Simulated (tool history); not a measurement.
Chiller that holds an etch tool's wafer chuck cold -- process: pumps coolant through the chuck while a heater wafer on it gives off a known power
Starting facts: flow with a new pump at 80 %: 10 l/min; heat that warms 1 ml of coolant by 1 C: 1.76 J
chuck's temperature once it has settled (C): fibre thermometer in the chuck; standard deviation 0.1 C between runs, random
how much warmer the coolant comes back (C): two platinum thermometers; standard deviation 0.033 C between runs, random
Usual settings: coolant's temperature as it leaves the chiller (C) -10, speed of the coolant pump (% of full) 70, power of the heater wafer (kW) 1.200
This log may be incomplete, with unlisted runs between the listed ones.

run,hour,coolant's temperature as it leaves the chiller (C),speed of the coolant pump (% of full),power of the heater wafer (kW),chuck's temperature once it has settled (C),how much warmer the coolant comes back (C)
1,0.0,-10,70,1.200,0.7,4.80
2,33.6,-10,70,1.200,0.6,4.84
3,63.1,-10,70,1.200,0.6,4.82
4,102.8,-10,70,1.200,0.8,4.87
5,131.9,-10,70,1.088,-0.2,4.38
6,161.3,-10,70,1.088,-0.3,4.34
# hour 169.6: coolant pump overhauled
7,214.1,-10,70,1.001,-0.8,4.06
8,279.4,-3,70,1.200,8.0,4.86
# hour 303.6: coolant pump overhauled, once more
9,329.3,-3,70,1.200,7.2,4.60
10,371.0,-3,70,1.200,7.5,4.67
11,406.9,-10,70,1.200,0.7,4.65
12,451.6,-18,63,0.742,-10.9,3.15
13,485.1,-18,63,0.742,-10.8,3.15
14,550.9,-10,70,1.363,2.0,5.30
15,598.7,-4,89,1.363,5.8,4.22
16,651.9,-10,72,1.200,0.5,4.57
17,680.8,-2,73,1.200,8.3,4.52
18,740.6,-2,73,1.200,8.4,4.45
19,776.2,-8,91,1.200,0.6,3.64
20,838.6,-1,62,1.627,15.1,7.11
21,879.2,-10,70,0.838,-2.4,3.30

Forecast each of these 3 alternatives for the next run:
A,914.8,-9,70,1.200,?,?
B,914.8,-10,75,1.200,?,?
C,914.8,-13,72,1.291,?,?

run,chuck's temperature once it has settled (C),how much warmer the coolant comes back (C)
A,1.8,4.67
B,0.6,4.36
C,-1.6,4.93
Had the tool no hidden state, the same runs would have come out as:
run,chuck's temperature once it has settled (C),how much warmer the coolant comes back (C)
A,-0.1,4.60
B,-1.3,4.30
C,-3.6,4.86

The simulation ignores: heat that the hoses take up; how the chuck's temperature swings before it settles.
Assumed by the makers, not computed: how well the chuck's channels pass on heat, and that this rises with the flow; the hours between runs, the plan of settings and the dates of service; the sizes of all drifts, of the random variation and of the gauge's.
